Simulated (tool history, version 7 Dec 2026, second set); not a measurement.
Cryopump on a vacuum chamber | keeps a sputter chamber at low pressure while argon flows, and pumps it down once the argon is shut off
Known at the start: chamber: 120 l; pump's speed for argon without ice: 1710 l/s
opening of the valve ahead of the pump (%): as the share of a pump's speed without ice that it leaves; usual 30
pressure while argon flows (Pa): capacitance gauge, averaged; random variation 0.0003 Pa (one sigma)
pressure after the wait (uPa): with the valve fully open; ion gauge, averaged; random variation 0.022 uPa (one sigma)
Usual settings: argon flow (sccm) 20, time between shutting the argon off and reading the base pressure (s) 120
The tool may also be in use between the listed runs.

run	day	argon flow (sccm)	time between shutting the argon off and reading the base pressure (s)	opening of the valve ahead of the pump (%)	pressure while argon flows (Pa)	pressure after the wait (uPa)
1	0.000	20	120	30	0.0699	1.30
2	0.704	20	120	30	0.0700	1.36
3	1.275	20	120	30	0.0705	1.40
4	1.908	20	120	30	0.0702	1.42
5	2.562	20	120	53	0.0419	1.40
# day 2.921: pump warmed up, emptied and cooled again
6	3.254	20	120	53	0.0379	1.24
7	3.762	20	120	53	0.0382	1.26
8	4.921	20	120	53	0.0379	1.33
9	5.917	20	120	53	0.0385	1.36
10	6.683	20	120	53	0.0389	1.34
11	7.821	16	120	30	0.0535	1.32
12	8.704	20	87	30	0.0670	1.54
13	9.288	19	120	30	0.0641	1.34
14	9.862	19	120	30	0.0633	1.41
15	10.396	20	134	30	0.0673	1.35
16	11.404	10	39	30	0.0337	2.41
17	12.442	38	39	30	0.1285	2.42
18	13.050	38	39	30	0.1286	2.41
19	13.517	38	109	42	0.0928	1.53
20	14.508	38	160	19	0.2017	1.36
21	15.138	34	107	36	0.0963	1.60
22	15.779	15	297	53	0.0298	1.20
23	16.617	8	297	19	0.0431	1.26

Forecast each of these 3 alternatives for the next run:
A	17.612	31	77	30	?	?
B	17.612	18	36	19	?	?
C	17.612	24	125	30	?	?

run	pressure while argon flows (Pa)	pressure after the wait (uPa)
A	0.1061	1.85
B	0.0961	2.60
C	0.0818	1.52
Without the tool's hidden state the same runs would have given:
run	pressure while argon flows (Pa)	pressure after the wait (uPa)
A	0.1024	0.94
B	0.0940	1.71
C	0.0790	0.61
